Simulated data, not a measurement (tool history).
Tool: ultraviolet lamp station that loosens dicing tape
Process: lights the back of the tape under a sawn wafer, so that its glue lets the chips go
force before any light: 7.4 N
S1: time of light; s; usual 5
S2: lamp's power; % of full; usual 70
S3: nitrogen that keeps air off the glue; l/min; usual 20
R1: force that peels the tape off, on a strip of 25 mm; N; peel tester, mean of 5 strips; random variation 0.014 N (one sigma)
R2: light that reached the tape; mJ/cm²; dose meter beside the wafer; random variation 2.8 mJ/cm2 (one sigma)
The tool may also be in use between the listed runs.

{"run": 1, "hour": 0.0, "S1": 5, "S2": 70, "S3": 20, "R1": 0.907, "R2": 329}
{"run": 2, "hour": 15.8, "S1": 5, "S2": 99, "S3": 20, "R1": 0.435, "R2": 467}
{"run": 3, "hour": 36.4, "S1": 5, "S2": 93, "S3": 20, "R1": 0.539, "R2": 426}
{"run": 4, "hour": 49.7, "S1": 5, "S2": 70, "S3": 18, "R1": 0.943, "R2": 327}
{"run": 5, "hour": 71.6, "S1": 5, "S2": 70, "S3": 18, "R1": 1.017, "R2": 322}
{"run": 6, "hour": 94.5, "S1": 5, "S2": 70, "S3": 18, "R1": 1.01, "R2": 317}
{"run": 7, "hour": 104.7, "S1": 5, "S2": 72, "S3": 20, "R1": 0.889, "R2": 330}
{"run": 8, "hour": 126.7, "S1": 5, "S2": 72, "S3": 20, "R1": 0.941, "R2": 323}
{"run": 9, "hour": 145.9, "S1": 5, "S2": 72, "S3": 20, "R1": 0.948, "R2": 321}
{"run": 10, "hour": 166.9, "S1": 5, "S2": 72, "S3": 20, "R1": 0.983, "R2": 317}
{"run": 11, "hour": 178.7, "S1": 5, "S2": 72, "S3": 20, "R1": 0.923, "R2": 321}
{"run": 12, "hour": 200.5, "S1": 5, "S2": 72, "S3": 20, "R1": 0.989, "R2": 317}
{"run": 13, "hour": 220.3, "S1": 5, "S2": 72, "S3": 20, "R1": 0.99, "R2": 315}
{"run": 14, "hour": 240.8, "S1": 5, "S2": 70, "S3": 20, "R1": 1.027, "R2": 302}
{"run": 15, "hour": 265.4, "S1": 5, "S2": 70, "S3": 20, "R1": 1.036, "R2": 298}
{"run": 16, "hour": 283.5, "S1": 5, "S2": 70, "S3": 20, "R1": 1.127, "R2": 300}
{"run": 17, "hour": 302.3, "S1": 3, "S2": 70, "S3": 8, "R1": 2.846, "R2": 178}
{"run": 18, "hour": 314.9, "S1": 7, "S2": 70, "S3": 36, "R1": 0.461, "R2": 408}
{"run": 19, "hour": 325.2, "S1": 7, "S2": 70, "S3": 36, "R1": 0.459, "R2": 411}
{"run": 20, "hour": 346.3, "S1": 2, "S2": 92, "S3": 10, "R1": 3.122, "R2": 153}
{"run": 21, "hour": 361.6, "S1": 5, "S2": 65, "S3": 10, "R1": 1.709, "R2": 263}
{"run": 22, "hour": 373.3, "S1": 3, "S2": 80, "S3": 20, "R1": 2.04, "R2": 196}
{"hour": 395.5, "done": "window cleaned of glue's vapour"}
{"run": 23, "hour": 398.7, "S1": 5, "S2": 72, "S3": 25, "R1": 0.889, "R2": 313}
{"run": 24, "hour": 413.3, "S1": 5, "S2": 72, "S3": 25, "R1": 0.908, "R2": 310}
{"run": 25, "hour": 432.9, "S1": 5, "S2": 72, "S3": 25, "R1": 0.951, "R2": 306}
{"run": 26, "hour": 443.8, "S1": 4, "S2": 72, "S3": 12, "R1": 1.727, "R2": 247}
{"run": 27, "hour": 469.1, "S1": 4, "S2": 72, "S3": 12, "R1": 1.767, "R2": 244}
{"run": 28, "hour": 490.6, "S1": 5, "S2": 72, "S3": 31, "R1": 0.866, "R2": 303}
{"run": 29, "hour": 506.9, "S1": 6, "S2": 72, "S3": 8, "R1": 1.148, "R2": 361}
{"run": 30, "hour": 517.8, "S1": 3, "S2": 70, "S3": 20, "R1": 2.263, "R2": 173}

The same runs without the tool's hidden state, with the same run-to-run variation:
The hidden state here: lamp's light, % of a new lamp's; light that the window lets through, % of a clean one's; drift of the gauge itself on peel_n, %; drift of the gauge itself on dose_mj_cm2, %.
run=1 R1=0.656 R2=390
run=2 R1=0.305 R2=554
run=3 R1=0.371 R2=510
run=4 R1=0.66 R2=393
run=5 R1=0.701 R2=391
run=6 R1=0.687 R2=388
run=7 R1=0.595 R2=405
run=8 R1=0.619 R2=401
run=9 R1=0.615 R2=400
run=10 R1=0.628 R2=398
run=11 R1=0.585 R2=404
run=12 R1=0.622 R2=403
run=13 R1=0.611 R2=403
run=14 R1=0.627 R2=389
run=15 R1=0.625 R2=388
run=16 R1=0.673 R2=393
run=17 R1=2.127 R2=235
run=18 R1=0.267 R2=543
run=19 R1=0.263 R2=547
run=20 R1=2.341 R2=205
run=21 R1=1.057 R2=357
run=22 R1=1.315 R2=267
run=23 R1=0.544 R2=400
run=24 R1=0.549 R2=399
run=25 R1=0.568 R2=397
run=26 R1=1.149 R2=322
run=27 R1=1.162 R2=321
run=28 R1=0.493 R2=401
run=29 R1=0.665 R2=481
run=30 R1=1.551 R2=232
